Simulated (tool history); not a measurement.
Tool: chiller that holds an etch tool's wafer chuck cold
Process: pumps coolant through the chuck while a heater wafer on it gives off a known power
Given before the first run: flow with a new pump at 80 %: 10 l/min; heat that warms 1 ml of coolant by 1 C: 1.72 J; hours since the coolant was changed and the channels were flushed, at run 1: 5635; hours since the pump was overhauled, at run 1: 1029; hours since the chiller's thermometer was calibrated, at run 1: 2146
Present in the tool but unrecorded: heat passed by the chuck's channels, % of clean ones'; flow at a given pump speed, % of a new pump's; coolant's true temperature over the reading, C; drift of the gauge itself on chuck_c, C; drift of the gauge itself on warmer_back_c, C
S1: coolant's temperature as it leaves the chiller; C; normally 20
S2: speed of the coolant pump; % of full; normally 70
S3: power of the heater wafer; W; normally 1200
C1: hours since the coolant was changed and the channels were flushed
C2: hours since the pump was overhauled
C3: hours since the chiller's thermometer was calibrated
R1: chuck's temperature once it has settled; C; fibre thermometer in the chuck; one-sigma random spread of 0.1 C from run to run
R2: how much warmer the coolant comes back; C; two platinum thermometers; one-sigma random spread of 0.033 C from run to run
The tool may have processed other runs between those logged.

run 1 hour=0 | S1=20 S2=70 S3=1200 | C1=5635 C2=1029 C3=2146 | R1=33.8 R2=4.77
run 2 hour=19.9 | S1=20 S2=70 S3=1200 | C1=5655 C2=1049 C3=2166 | R1=33.8 R2=4.81
run 3 hour=48.5 | S1=20 S2=70 S3=725 | C1=5684 C2=1078 C3=2195 | R1=28.4 R2=2.91
run 4 hour=69.2 | S1=20 S2=70 S3=725 | C1=5705 C2=1098 C3=2215 | R1=28.3 R2=2.87
run 5 hour=103.5 | S1=20 S2=70 S3=725 | C1=5739 C2=1133 C3=2250 | R1=28.4 R2=2.93
run 6 hour=144.2 | S1=20 S2=70 S3=1200 | C1=5780 C2=1173 C3=2290 | R1=33.8 R2=4.8
run 7 hour=176.3 | S1=20 S2=70 S3=1200 | C1=5812 C2=1205 C3=2322 | R1=33.8 R2=4.8
run 8 hour=199.3 | S1=20 S2=70 S3=1200 | C1=5835 C2=1228 C3=2345 | R1=33.9 R2=4.83
-- hour=224.2 coolant changed, channels flushed
run 9 hour=238.7 | S1=20 S2=70 S3=1200 | C1=15 C2=1262 C3=2379 | R1=33.9 R2=4.9
run 10 hour=257.9 | S1=20 S2=70 S3=1200 | C1=34 C2=1281 C3=2398 | R1=33.8 R2=4.82
run 11 hour=294 | S1=20 S2=70 S3=1090 | C1=70 C2=1317 C3=2434 | R1=32.6 R2=4.36
run 12 hour=338 | S1=20 S2=70 S3=1090 | C1=114 C2=1361 C3=2478 | R1=32.4 R2=4.35
run 13 hour=379.1 | S1=20 S2=70 S3=1090 | C1=155 C2=1402 C3=2519 | R1=32.4 R2=4.35
run 14 hour=412.6 | S1=20 S2=70 S3=1090 | C1=188 C2=1436 C3=2553 | R1=32.7 R2=4.36
run 15 hour=441 | S1=20 S2=70 S3=1090 | C1=217 C2=1464 C3=2581 | R1=32.5 R2=4.32
run 16 hour=481.2 | S1=20 S2=70 S3=1200 | C1=257 C2=1504 C3=2621 | R1=33.8 R2=4.77
run 17 hour=513.4 | S1=20 S2=70 S3=1200 | C1=289 C2=1536 C3=2653 | R1=33.7 R2=4.78
run 18 hour=554.7 | S1=20 S2=70 S3=1200 | C1=331 C2=1578 C3=2695 | R1=34 R2=4.75
run 19 hour=589.8 | S1=25 S2=78 S3=1218 | C1=366 C2=1613 C3=2730 | R1=38 R2=4.37
run 20 hour=622.8 | S1=25 S2=78 S3=1218 | C1=399 C2=1646 C3=2763 | R1=38.1 R2=4.42
run 21 hour=659.1 | S1=25 S2=78 S3=1218 | C1=435 C2=1682 C3=2799 | R1=37.7 R2=4.34
run 22 hour=694.4 | S1=25 S2=78 S3=1218 | C1=470 C2=1718 C3=2835 | R1=37.9 R2=4.34
run 23 hour=729.2 | S1=13 S2=73 S3=774 | C1=505 C2=1752 C3=2869 | R1=21.5 R2=2.9
run 24 hour=751 | S1=13 S2=73 S3=774 | C1=527 C2=1774 C3=2891 | R1=21.7 R2=2.97
run 25 hour=775.4 | S1=13 S2=73 S3=774 | C1=551 C2=1799 C3=2916 | R1=21.5 R2=2.98
run 26 hour=801.2 | S1=13 S2=73 S3=827 | C1=577 C2=1824 C3=2941 | R1=22.2 R2=3.17
run 27 hour=844.8 | S1=13 S2=73 S3=827 | C1=621 C2=1868 C3=2985 | R1=22.2 R2=3.19
run 28 hour=872.5 | S1=13 S2=73 S3=827 | C1=648 C2=1896 C3=3013 | R1=22 R2=3.14
run 29 hour=901.3 | S1=14 S2=91 S3=1235 | C1=677 C2=1924 C3=3041 | R1=25.7 R2=3.74
run 30 hour=931.1 | S1=14 S2=77 S3=676 | C1=707 C2=1954 C3=3071 | R1=21.2 R2=2.45
run 31 hour=950.9 | S1=14 S2=77 S3=676 | C1=727 C2=1974 C3=3091 | R1=21.3 R2=2.44
run 32 hour=970 | S1=20 S2=73 S3=1786 | C1=746 C2=1993 C3=3110 | R1=40.1 R2=6.91

How the hidden state differs across the entries between the runs, from the last listed run before each to the first after it:
Logged between run 8 and run 9: coolant changed, channels flushed (hour 224.2)
  heat passed by the chuck's channels, % of clean ones': 99.9 -> 100

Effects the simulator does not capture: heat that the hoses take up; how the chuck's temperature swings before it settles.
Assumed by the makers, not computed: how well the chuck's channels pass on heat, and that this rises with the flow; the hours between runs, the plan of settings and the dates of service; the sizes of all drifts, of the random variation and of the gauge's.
